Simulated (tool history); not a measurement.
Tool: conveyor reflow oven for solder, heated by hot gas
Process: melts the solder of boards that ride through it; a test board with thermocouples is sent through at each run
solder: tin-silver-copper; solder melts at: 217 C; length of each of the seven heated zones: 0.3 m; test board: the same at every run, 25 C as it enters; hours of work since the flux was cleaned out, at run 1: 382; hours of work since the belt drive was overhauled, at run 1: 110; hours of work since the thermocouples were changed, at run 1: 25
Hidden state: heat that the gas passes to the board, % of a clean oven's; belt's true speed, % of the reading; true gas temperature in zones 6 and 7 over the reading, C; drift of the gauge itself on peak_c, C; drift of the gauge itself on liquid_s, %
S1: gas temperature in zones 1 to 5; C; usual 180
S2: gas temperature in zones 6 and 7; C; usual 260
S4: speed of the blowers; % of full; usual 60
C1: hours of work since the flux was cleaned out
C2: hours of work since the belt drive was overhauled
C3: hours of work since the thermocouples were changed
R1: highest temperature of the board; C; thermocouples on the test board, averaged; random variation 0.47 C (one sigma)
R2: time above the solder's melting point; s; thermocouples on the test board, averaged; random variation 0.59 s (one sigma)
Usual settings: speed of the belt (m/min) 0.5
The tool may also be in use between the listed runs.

{"run": 1, "hour": 0.0, "S1": 180, "S2": 260, "speed of the belt (m/min)": 0.5, "S4": 60, "C1": 382, "C2": 110, "C3": 25, "R1": 242.9, "R2": 49}
{"run": 2, "hour": 53.7, "S1": 180, "S2": 260, "speed of the belt (m/min)": 0.5, "S4": 60, "C1": 421, "C2": 149, "C3": 64, "R1": 242.2, "R2": 49}
{"hour": 108.7, "done": "flux residue cleaned out of gas plates and filters"}
{"run": 3, "hour": 147.7, "S1": 180, "S2": 260, "speed of the belt (m/min)": 0.5, "S4": 60, "C1": 28, "C2": 214, "C3": 129, "R1": 244.9, "R2": 51.9}
{"run": 4, "hour": 209.7, "S1": 180, "S2": 260, "speed of the belt (m/min)": 0.5, "S4": 60, "C1": 74, "C2": 259, "C3": 174, "R1": 244.1, "R2": 50.7}
{"run": 5, "hour": 254.6, "S1": 180, "S2": 260, "speed of the belt (m/min)": 0.595, "S4": 60, "C1": 106, "C2": 292, "C3": 207, "R1": 239.1, "R2": 34.9}
{"run": 6, "hour": 334.5, "S1": 180, "S2": 254, "speed of the belt (m/min)": 0.5, "S4": 60, "C1": 164, "C2": 350, "C3": 265, "R1": 238.5, "R2": 45.9}
{"run": 7, "hour": 412.8, "S1": 180, "S2": 254, "speed of the belt (m/min)": 0.5, "S4": 60, "C1": 221, "C2": 407, "C3": 322, "R1": 239, "R2": 43.5}
{"run": 8, "hour": 475.8, "S1": 168, "S2": 254, "speed of the belt (m/min)": 0.5, "S4": 60, "C1": 267, "C2": 453, "C3": 368, "R1": 235.6, "R2": 36.4}
{"run": 9, "hour": 519.6, "S1": 168, "S2": 254, "speed of the belt (m/min)": 0.5, "S4": 60, "C1": 299, "C2": 485, "C3": 400, "R1": 235.6, "R2": 37.9}
{"run": 10, "hour": 573.5, "S1": 168, "S2": 254, "speed of the belt (m/min)": 0.5, "S4": 60, "C1": 338, "C2": 524, "C3": 439, "R1": 235.4, "R2": 36.8}
{"hour": 582.5, "done": "belt drive overhauled, speed set with a stopwatch"}
{"run": 11, "hour": 613.6, "S1": 176, "S2": 260, "speed of the belt (m/min)": 0.5, "S4": 60, "C1": 365, "C2": 23, "C3": 465, "R1": 241.2, "R2": 46}
{"run": 12, "hour": 662.1, "S1": 176, "S2": 260, "speed of the belt (m/min)": 0.5, "S4": 60, "C1": 400, "C2": 58, "C3": 501, "R1": 241.8, "R2": 45.2}
{"run": 13, "hour": 713.6, "S1": 176, "S2": 260, "speed of the belt (m/min)": 0.5, "S4": 60, "C1": 437, "C2": 95, "C3": 538, "R1": 241.1, "R2": 44.2}
{"hour": 743.9, "done": "flux residue cleaned out of gas plates and filters"}
{"run": 14, "hour": 755.5, "S1": 180, "S2": 260, "speed of the belt (m/min)": 0.5, "S4": 60, "C1": 8, "C2": 122, "C3": 565, "R1": 245.5, "R2": 51.4}
{"run": 15, "hour": 818.3, "S1": 180, "S2": 260, "speed of the belt (m/min)": 0.5, "S4": 60, "C1": 54, "C2": 168, "C3": 611, "R1": 244.9, "R2": 51.4}
{"run": 16, "hour": 903.5, "S1": 186, "S2": 260, "speed of the belt (m/min)": 0.466, "S4": 60, "C1": 116, "C2": 230, "C3": 673, "R1": 246.8, "R2": 60.2}
{"run": 17, "hour": 984.7, "S1": 186, "S2": 260, "speed of the belt (m/min)": 0.466, "S4": 60, "C1": 175, "C2": 289, "C3": 732, "R1": 247.3, "R2": 60.3}
{"hour": 1004.1, "done": "belt drive overhauled, speed set with a stopwatch, once more"}
{"run": 18, "hour": 1045.5, "S1": 179, "S2": 265, "speed of the belt (m/min)": 0.5, "S4": 60, "C1": 217, "C2": 30, "C3": 773, "R1": 247.1, "R2": 50.6}
{"run": 19, "hour": 1094.4, "S1": 179, "S2": 265, "speed of the belt (m/min)": 0.5, "S4": 60, "C1": 252, "C2": 66, "C3": 809, "R1": 246.3, "R2": 51.3}
{"run": 20, "hour": 1131.1, "S1": 179, "S2": 265, "speed of the belt (m/min)": 0.5, "S4": 60, "C1": 279, "C2": 92, "C3": 835, "R1": 246.9, "R2": 51.9}
{"run": 21, "hour": 1172.0, "S1": 179, "S2": 265, "speed of the belt (m/min)": 0.5, "S4": 60, "C1": 309, "C2": 122, "C3": 865, "R1": 246.4, "R2": 51.6}
{"run": 22, "hour": 1231.7, "S1": 180, "S2": 252, "speed of the belt (m/min)": 0.545, "S4": 66, "C1": 352, "C2": 166, "C3": 909, "R1": 234.4, "R2": 33.8}
{"hour": 1256.0, "done": "thermocouples of zones 6 and 7 changed"}
{"run": 23, "hour": 1309.0, "S1": 177, "S2": 253, "speed of the belt (m/min)": 0.538, "S4": 53, "C1": 407, "C2": 221, "C3": 39, "R1": 232.7, "R2": 31.3}
{"run": 24, "hour": 1363.2, "S1": 176, "S2": 260, "speed of the belt (m/min)": 0.517, "S4": 75, "C1": 446, "C2": 260, "C3": 78, "R1": 243.1, "R2": 44.8}
{"hour": 1380.0, "done": "flux residue cleaned out of gas plates and filters"}
{"run": 25, "hour": 1405.1, "S1": 176, "S2": 250, "speed of the belt (m/min)": 0.517, "S4": 82, "C1": 18, "C2": 287, "C3": 105, "R1": 239.3, "R2": 43.4}
{"run": 26, "hour": 1460.6, "S1": 176, "S2": 250, "speed of the belt (m/min)": 0.542, "S4": 70, "C1": 59, "C2": 327, "C3": 145, "R1": 235.7, "R2": 36.5}
{"run": 27, "hour": 1531.9, "S1": 176, "S2": 250, "speed of the belt (m/min)": 0.567, "S4": 70, "C1": 111, "C2": 379, "C3": 197, "R1": 233.5, "R2": 31.8}
{"run": 28, "hour": 1620.9, "S1": 172, "S2": 260, "speed of the belt (m/min)": 0.529, "S4": 60, "C1": 175, "C2": 444, "C3": 262, "R1": 241.3, "R2": 41.5}

Forecast each of these 3 alternatives for the next run:
{"run": "A", "hour": 1682.1, "S1": 189, "S2": 264, "speed of the belt (m/min)": 0.529, "S4": 70, "C1": 220, "C2": 488, "C3": 307, "R1": "?", "R2": "?"}
{"run": "B", "hour": 1682.1, "S1": 165, "S2": 261, "speed of the belt (m/min)": 0.439, "S4": 60, "C1": 220, "C2": 488, "C3": 307, "R1": "?", "R2": "?"}
{"run": "C", "hour": 1682.1, "S1": 184, "S2": 257, "speed of the belt (m/min)": 0.5, "S4": 60, "C1": 220, "C2": 488, "C3": 307, "R1": "?", "R2": "?"}

run=A R1=248.5 R2=53.8
run=B R1=246.4 R2=54.5
run=C R1=242.6 R2=49.9
Without the tool's hidden state the same runs would have given:
run=A R1=250.7 R2=55.3
run=B R1=248.6 R2=56.6
run=C R1=244.7 R2=52
